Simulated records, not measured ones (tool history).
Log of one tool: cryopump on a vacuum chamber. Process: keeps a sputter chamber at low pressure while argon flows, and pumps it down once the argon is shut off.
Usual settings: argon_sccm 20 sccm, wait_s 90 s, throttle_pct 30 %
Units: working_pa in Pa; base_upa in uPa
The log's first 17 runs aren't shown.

| run | hour | argon_sccm | wait_s | throttle_pct | working_pa | base_upa |
|---|---|---|---|---|---|---|
| 18 | 319.7 | 20 | 90 | 20 | 0.0862 | 0.54 |
|  | 340.2 | pump warmed up, emptied and cooled again |
| 19 | 347.4 | 20 | 90 | 20 | 0.0787 | 0.47 |
| 20 | 360 | 20 | 90 | 20 | 0.0787 | 0.44 |
| 21 | 375.2 | 26 | 89 | 19 | 0.1084 | 0.41 |
| 22 | 397.2 | 26 | 89 | 19 | 0.1092 | 0.42 |
| 23 | 408.7 | 25 | 23 | 21 | 0.0949 | 0.99 |
| 24 | 420.5 | 8 | 23 | 40 | 0.016 | 1.05 |
| 25 | 432.9 | 28 | 98 | 40 | 0.0562 | 0.43 |
| 26 | 450.1 | 28 | 98 | 40 | 0.056 | 0.44 |
| 27 | 464.6 | 20 | 90 | 26 | 0.0603 | 0.48 |
| 28 | 480.3 | 24 | 90 | 39 | 0.0501 | 0.42 |
| 29 | 497 | 20 | 22 | 45 | 0.0361 | 1.13 |
| 30 | 512.8 | 20 | 22 | 45 | 0.0362 | 1.1 |
| 31 | 526.2 | 20 | 22 | 45 | 0.0367 | 1.1 |
| 32 | 551.1 | 17 | 21 | 30 | 0.0453 | 1.12 |

Forecast run 33:
| 33 | 567.7 | 22 | 168 | 37 | ? | ? |

Run 33 gave working_pa 0.0489 Pa, base_upa 0.39 uPa.
Without the tool's hidden state the same run would have given working_pa 0.0475 Pa, base_upa 0.25 uPa.
